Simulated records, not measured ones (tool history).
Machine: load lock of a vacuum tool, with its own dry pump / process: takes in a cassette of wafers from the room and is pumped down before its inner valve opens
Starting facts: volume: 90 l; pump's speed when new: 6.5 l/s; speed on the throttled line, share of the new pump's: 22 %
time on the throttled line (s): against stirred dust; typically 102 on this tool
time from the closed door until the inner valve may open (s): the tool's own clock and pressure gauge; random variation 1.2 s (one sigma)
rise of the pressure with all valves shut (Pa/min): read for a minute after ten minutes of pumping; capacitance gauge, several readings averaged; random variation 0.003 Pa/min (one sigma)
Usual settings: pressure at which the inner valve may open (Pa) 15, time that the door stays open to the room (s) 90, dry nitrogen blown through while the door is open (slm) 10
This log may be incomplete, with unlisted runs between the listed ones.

| run | hour | time on the throttled line (s) | pressure at which the inner valve may open (Pa) | time that the door stays open to the room (s) | dry nitrogen blown through while the door is open (slm) | incoming humidity of the room's air, % | time from the closed door until the inner valve may open (s) | rise of the pressure with all valves shut (Pa/min) |
|---|---|---|---|---|---|---|---|---|
| 1 | 0 | 102 | 15 | 90 | 10 | 44.9 | 202.5 | 0.026 |
| 2 | 471.7 | 102 | 15 | 90 | 10 | 46.1 | 201.8 | 0.033 |
| 3 | 915.9 | 102 | 15 | 90 | 10 | 47.1 | 201.2 | 0.031 |
| 4 | 1581.4 | 102 | 15 | 90 | 10 | 45.3 | 202.2 | 0.03 |
| 5 | 2161.8 | 102 | 15 | 90 | 10 | 43.4 | 202.4 | 0.031 |
| 6 | 2725 | 130 | 20 | 218 | 7 | 43.4 | 219.9 | 0.052 |
| 7 | 3265 | 130 | 20 | 218 | 7 | 47.2 | 220.8 | 0.055 |
| 8 | 3878.7 | 102 | 15 | 88 | 10 | 46.7 | 202 | 0.031 |
| 9 | 4450.1 | 56 | 19 | 29 | 31 | 43.1 | 162.9 | 0.011 |

What will run 10 give?
|  | 4558.8 | door's seal changed, seat wiped |
| 10 | 5057.6 | 169 | 12 | 90 | 10 | 41.1 | ? | ? |

Run 10 gave time from the closed door until the inner valve may open (s) 256.7, rise of the pressure with all valves shut (Pa/min) 0.028.
Minus the tool's unlogged condition, the same run would have read time from the closed door until the inner valve may open (s) 256.7, rise of the pressure with all valves shut (Pa/min) 0.028.
